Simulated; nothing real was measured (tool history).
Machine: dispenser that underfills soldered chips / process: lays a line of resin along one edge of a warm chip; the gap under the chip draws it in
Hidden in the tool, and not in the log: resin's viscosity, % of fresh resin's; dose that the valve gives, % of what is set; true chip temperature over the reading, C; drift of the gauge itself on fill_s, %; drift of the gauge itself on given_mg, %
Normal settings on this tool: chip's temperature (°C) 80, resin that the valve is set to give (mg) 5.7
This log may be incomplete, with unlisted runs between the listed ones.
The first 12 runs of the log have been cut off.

| run | day | chip's temperature (°C) | resin that the valve is set to give (mg) | hours of work since the syringe was changed | hours of work since the valve was cleaned | hours of work since the stage was calibrated | time until the resin shows at the far edge (s) | resin that the valve gave (mg) |
|---|---|---|---|---|---|---|---|---|
|  | 2.45 | new syringe of resin |
| 13 | 2.483 | 73 | 5.7 | 1 | 83 | 232 | 17.4 | 5.41 |
| 14 | 2.638 | 80 | 5.7 | 3 | 86 | 235 | 17.8 | 5.38 |
|  | 2.767 | new syringe of resin |
| 15 | 2.796 | 80 | 5.7 | 0 | 89 | 237 | 12.6 | 5.42 |
| 16 | 3.012 | 80 | 5.7 | 4 | 93 | 241 | 17.9 | 5.43 |
|  | 3.071 | new syringe of resin |
| 17 | 3.262 | 80 | 5.7 | 3 | 97 | 245 | 17.4 | 5.34 |
|  | 3.383 | new syringe of resin |
| 18 | 3.446 | 80 | 5.7 | 1 | 100 | 248 | 14.1 | 5.37 |
|  | 3.688 | new syringe of resin |
| 19 | 3.688 | 78 | 6.22 | 0 | 104 | 252 | 13.3 | 5.82 |
| 20 | 3.829 | 94 | 5.45 | 3 | 106 | 255 | 9.8 | 5.06 |
|  | 3.996 | new syringe of resin |
| 21 | 4.071 | 74 | 7.02 | 1 | 110 | 259 | 17.2 | 6.45 |
| 22 | 4.221 | 66 | 5.02 | 4 | 113 | 262 | 31.5 | 4.67 |
|  | 4.304 | new syringe of resin |
| 23 | 4.542 | 66 | 5.02 | 4 | 118 | 267 | 32.2 | 4.64 |
|  | 4.621 | new syringe of resin |
| 24 | 4.725 | 92 | 6.6 | 2 | 121 | 270 | 9.7 | 6.17 |
| 25 | 4.862 | 89 | 4.93 | 4 | 124 | 272 | 14.2 | 4.53 |
|  | 4.938 | new syringe of resin |
|  | 5.021 | dispensing valve cleaned and set on the balance |
| 26 | 5.1 | 89 | 4.93 | 2 | 1 | 276 | 11.3 | 4.94 |
|  | 5.304 | new syringe of resin |
| 27 | 5.371 | 93 | 5.64 | 1 | 6 | 280 | 9.1 | 5.7 |
|  | 5.617 | new syringe of resin |
| 28 | 5.629 | 80 | 5.47 | 0 | 10 | 285 | 12.3 | 5.47 |
| 29 | 5.842 | 87 | 7.38 | 4 | 14 | 288 | 13.7 | 7.38 |
|  | 5.925 | new syringe of resin |
| 30 | 6.05 | 87 | 6.27 | 2 | 18 | 292 | 11.8 | 6.21 |
|  | 6.233 | new syringe of resin |
| 31 | 6.375 | 74 | 5.36 | 2 | 23 | 297 | 20.4 | 5.26 |
|  | 6.55 | new syringe of resin |
| 32 | 6.588 | 74 | 5.36 | 1 | 27 | 301 | 16.5 | 5.25 |
|  | 6.867 | new syringe of resin |
| 33 | 6.9 | 84 | 6.64 | 1 | 32 | 306 | 10.6 | 6.5 |
| 34 | 7.142 | 84 | 6.64 | 5 | 36 | 310 | 16.5 | 6.43 |
|  | 7.179 | new syringe of resin |
| 35 | 7.304 | 67 | 6.9 | 2 | 39 | 313 | 24.3 | 6.69 |

3 ways to go on from here, each from the tool as it stands after run 35. What would each give?
| A | 7.446 | 84 | 6.9 | 5 | 41 | 316 | ? | ? |
| B | 7.446 | 90 | 6.07 | 5 | 41 | 316 | ? | ? |
| C | 7.446 | 84 | 7.37 | 5 | 41 | 316 | ? | ? |

| run | time until the resin shows at the far edge (s) | resin that the valve gave (mg) |
|---|---|---|
| A | 15.7 | 6.7 |
| B | 13.4 | 6 |
| C | 15.1 | 7.19 |
Without the tool's hidden state the same runs would have given:
| run | time until the resin shows at the far edge (s) | resin that the valve gave (mg) |
|---|---|---|
| A | 10.9 | 6.85 |
| B | 9.4 | 6.14 |
| C | 10.3 | 7.36 |
